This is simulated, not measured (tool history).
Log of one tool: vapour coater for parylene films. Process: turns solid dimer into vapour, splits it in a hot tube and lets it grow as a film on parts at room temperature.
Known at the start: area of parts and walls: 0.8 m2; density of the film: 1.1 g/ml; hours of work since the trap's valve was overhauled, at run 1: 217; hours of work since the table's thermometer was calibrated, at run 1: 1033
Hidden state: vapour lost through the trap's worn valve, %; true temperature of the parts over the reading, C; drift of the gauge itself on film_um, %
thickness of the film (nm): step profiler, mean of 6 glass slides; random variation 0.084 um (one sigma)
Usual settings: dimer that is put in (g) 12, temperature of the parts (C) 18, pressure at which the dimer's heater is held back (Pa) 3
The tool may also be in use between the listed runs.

run    hour  dimer that is put in (g)  temperature of the parts (C)  pressure at which the dimer's heater is held back (Pa)  hours of work since the trap's valve was overhauled  hours of work since the table's thermometer was calibrated  thickness of the film (nm)
  1       0                        12                            18                                                       3                                                  217                                                        1033                       10530
  2    25.2                        12                            18                                                       3                                                  238                                                        1054                       10760
  3    54.4                        12                            18                                                       3                                                  261                                                        1077                       10450
  4    77.2                        12                            18                                                       3                                                  280                                                        1096                       10350
  5    99.9                        12                            18                                                       3                                                  298                                                        1114                       10440
  6   132.8                        12                            18                                                       3                                                  325                                                        1141                       10400
  7   157.5                        12                            18                                                       3                                                  345                                                        1160                       10270
  8     175                        11                            18                                                       3                                                  359                                                        1175                        9440
  9   194.4                        11                            18                                                       3                                                  374                                                        1190                        9350
      222.1  -- trap's valve overhauled
 10   231.4                        12                            18                                                    2.92                                                    8                                                        1217                       11100
 11   258.7                        12                            18                                                    2.92                                                   30                                                        1239                       11270
 12   288.3                        12                            18                                                       3                                                   54                                                        1263                       11150
 13   325.7                        14                            18                                                       3                                                   84                                                        1293                       12770
 14   346.4                        14                            18                                                       3                                                  100                                                        1310                       12640
 15   377.9                        14                            18                                                       3                                                  126                                                        1335                       12680
 16   397.9                        14                            18                                                       3                                                  142                                                        1351                       12630
 17   433.4                        12                            18                                                       3                                                  171                                                        1380                       10720
 18   470.2                        12                            18                                                       3                                                  200                                                        1410                       10620
 19   507.4                        12                            23                                                       3                                                  231                                                        1440                        9300
 20   540.3                        12                            23                                                       3                                                  257                                                        1467                        9210
 21   558.1                        21                            18                                                       3                                                  271                                                        1481                       18630
 22   589.1                        12                            10                                                       3                                                  296                                                        1506                       12300
 23     615                        12                            10                                                       3                                                  317                                                        1527                       12370
 24   645.5                        12                            10                                                       3                                                  342                                                        1551                       12190
 25   669.3                        10                            29                                                    5.68                                                  361                                                        1571                        6240
 26   696.8                        11                            22                                                    5.68                                                  384                                                        1593                        8100
        712  -- trap's valve overhauled
 27   721.9                        11                            22                                                    5.68                                                    8                                                        1610                        9000
 28   745.5                         9                            17                                                     3.1                                                   27                                                        1629                        8600
      749.2  -- table's thermometer calibrated
 29   777.6                        13                            26                                                     3.1                                                   52                                                          23                        9370
 30   798.9                         6                            18                                                   10.02                                                   69                                                          40                        5110
 31   836.7                        17                            18                                                       3                                                  100                                                          71                       14890
 32   862.3                        17                            18                                                       3                                                  121                                                          91                       15070
 33   897.3                         8                            18                                                       3                                                  149                                                         120                        6900
 34     931                         8                            18                                                       3                                                  176                                                         147                        7020
 35   955.2                         8                            18                                                       3                                                  196                                                         166                        6880
 36     986                         8                            18                                                       3                                                  221                                                         191                        6900
 37  1006.6                        16                            12                                                       3                                                  237                                                         208                       15960
 38  1036.5                        12                            11                                                    7.18                                                  261                                                         232                       11720

Forecast run 39:
 39  1053.6                        12                            14                                                    5.91                                                  275                                                         246                           ?

Run 39 gave thickness of the film (nm) 10940.
Without the tool's hidden state the same run would have given thickness of the film (nm) 11710.

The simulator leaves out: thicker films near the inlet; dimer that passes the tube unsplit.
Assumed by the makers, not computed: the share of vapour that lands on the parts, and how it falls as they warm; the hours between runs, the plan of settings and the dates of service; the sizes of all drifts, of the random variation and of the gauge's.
